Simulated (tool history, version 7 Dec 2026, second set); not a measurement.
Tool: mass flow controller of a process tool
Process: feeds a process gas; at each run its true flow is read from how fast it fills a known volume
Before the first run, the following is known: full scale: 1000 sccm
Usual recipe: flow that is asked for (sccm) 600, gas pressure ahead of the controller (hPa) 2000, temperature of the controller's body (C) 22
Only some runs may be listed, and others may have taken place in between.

run,day,flow that is asked for (sccm),gas pressure ahead of the controller (hPa),temperature of the controller's body (C),true flow (%)
1,0,600,2000,22,101.01
2,8.146,600,2000,22,101.18
3,11.579,600,2000,22,101.3
4,17.338,600,2000,22,101.21
5,21.412,600,2000,22,101.29
6,26.262,706,2000,22,101.32
7,30.667,600,1660,22,100.97
8,35.658,600,1660,22,101.18
9,41.438,600,2000,22,101.46
# day 42.104: controller's zero set anew
10,44.783,600,2000,22,101.79
11,48.508,600,2000,22,101.68
12,51.792,600,2000,22,101.78
# day 57.142: controller's zero set anew, once more
13,58.871,600,2000,22,100.91
14,67.008,600,2000,22,100.76
15,71.717,598,2060,32,99.84
16,78.246,296,2060,22,100.64
17,84.067,296,2060,22,100.81
18,89.971,296,2060,22,100.81
19,97.45,258,2000,29,100.05
20,104.033,980,1930,22,101.3
21,110.004,600,2000,21,101.26
22,115.475,600,2000,21,101.17
23,121.229,282,2330,32,100.34
24,125.208,282,2330,32,100.32
25,131.267,282,2330,32,100.32
26,135.096,619,2330,23,101.48
27,143.129,223,1430,28,100.34

Consider 3 possible next runs. They are alternatives, not a sequence: every one starts from the tool as it was left by run 27. What does each give?
A,150.933,520,2000,22,?
B,150.933,468,2780,24,?
C,150.933,130,1780,28,?

run,true flow (%)
A,101.3
B,101.57
C,100.99
Stripped of hidden state, with their random variation kept, the same runs would have yielded:
run,true flow (%)
A,99.87
B,100.1
C,98.58

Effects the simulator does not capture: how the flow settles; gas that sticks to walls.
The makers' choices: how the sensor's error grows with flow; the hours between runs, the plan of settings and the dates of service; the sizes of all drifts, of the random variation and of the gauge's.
